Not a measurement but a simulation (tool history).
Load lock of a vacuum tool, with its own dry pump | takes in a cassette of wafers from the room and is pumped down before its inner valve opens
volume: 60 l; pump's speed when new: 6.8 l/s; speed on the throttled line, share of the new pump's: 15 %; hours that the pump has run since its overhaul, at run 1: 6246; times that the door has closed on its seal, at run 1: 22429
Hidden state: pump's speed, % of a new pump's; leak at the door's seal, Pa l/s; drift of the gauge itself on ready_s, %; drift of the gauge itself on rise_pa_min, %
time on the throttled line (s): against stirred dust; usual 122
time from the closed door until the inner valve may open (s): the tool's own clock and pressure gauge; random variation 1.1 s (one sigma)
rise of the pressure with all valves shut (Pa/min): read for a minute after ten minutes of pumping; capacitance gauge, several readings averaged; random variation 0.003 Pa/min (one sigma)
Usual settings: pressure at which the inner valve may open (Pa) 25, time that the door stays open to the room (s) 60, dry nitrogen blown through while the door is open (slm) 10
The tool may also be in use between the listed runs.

run	hour	time on the throttled line (s)	pressure at which the inner valve may open (Pa)	time that the door stays open to the room (s)	dry nitrogen blown through while the door is open (slm)	hours that the pump has run since its overhaul	times that the door has closed on its seal	incoming humidity of the room's air, %	time from the closed door until the inner valve may open (s)	rise of the pressure with all valves shut (Pa/min)
1	0.0	122	25	60	10	6246	22429	43.5	181.1	0.398
# hour 284.7: door's seal changed, seat wiped
2	399.6	122	25	60	10	6644	448	44.8	182.7	0.030
3	624.3	122	25	60	10	6869	1324	45.0	182.1	0.040
4	863.5	122	25	60	10	7108	2257	46.0	183.4	0.047
5	1252.2	122	25	60	10	7497	3773	42.4	183.9	0.054
6	1670.6	122	30	60	10	7915	5404	46.3	180.8	0.070
7	2053.5	71	25	60	10	8298	6897	46.6	141.8	0.081
8	2317.0	122	25	60	10	8561	7925	47.5	185.6	0.090
9	2528.5	122	25	60	10	8773	8749	44.4	185.4	0.103
10	3005.3	122	25	60	10	9250	10609	47.1	184.0	0.132
11	3319.8	122	44	60	10	9564	11835	45.0	179.4	0.154
12	3604.8	122	25	82	10	9849	12946	48.1	185.1	0.170
13	3920.8	122	19	82	10	10165	14178	46.6	187.4	0.190
14	4185.8	122	19	82	10	10430	15212	45.8	188.9	0.207
15	4609.5	122	19	82	10	10854	16864	45.2	191.2	0.229
16	5076.8	122	19	82	10	11321	18686	44.3	189.9	0.257
17	5528.1	122	25	60	10	11772	20445	44.4	187.3	0.293
18	5757.1	122	25	30	10	12002	21339	46.9	187.9	0.317
19	6234.1	122	25	60	10	12478	23198	45.3	188.1	0.365
# hour 6327.5: door's seal changed, seat wiped
20	6686.5	196	33	36	28	12929	1400	45.4	244.7	0.021
21	6994.9	107	44	137	4	13238	2602	45.0	172.6	0.066
22	7476.8	107	44	137	4	13720	4481	45.8	172.6	0.084
23	7906.8	217	36	174	35	14150	6158	45.0	264.4	0.070
24	8192.8	209	35	174	8	14436	7273	46.5	259.0	0.105
# hour 8486.4: dry pump taken out, an overhauled one fitted
25	8627.6	122	27	109	10	141	8945	45.6	176.0	0.109
26	8956.8	122	25	60	5	470	10228	46.6	176.5	0.140
27	9296.2	122	21	60	5	810	11552	41.6	179.9	0.152
28	9696.3	146	21	143	5	1210	13112	44.2	200.8	0.184
29	10096.9	230	31	143	41	1611	14674	46.0	270.2	0.188
30	10446.1	83	38	143	31	1960	16036	43.7	142.1	0.209

Run 31 comes next. What will it give?
31	10730.9	83	49	143	29	2245	17146	46.5	?	?

Run 31 gave time from the closed door until the inner valve may open (s) 140.5, rise of the pressure with all valves shut (Pa/min) 0.235.
Without the tool's hidden state the same run would have given time from the closed door until the inner valve may open (s) 137.6, rise of the pressure with all valves shut (Pa/min) 0.017.

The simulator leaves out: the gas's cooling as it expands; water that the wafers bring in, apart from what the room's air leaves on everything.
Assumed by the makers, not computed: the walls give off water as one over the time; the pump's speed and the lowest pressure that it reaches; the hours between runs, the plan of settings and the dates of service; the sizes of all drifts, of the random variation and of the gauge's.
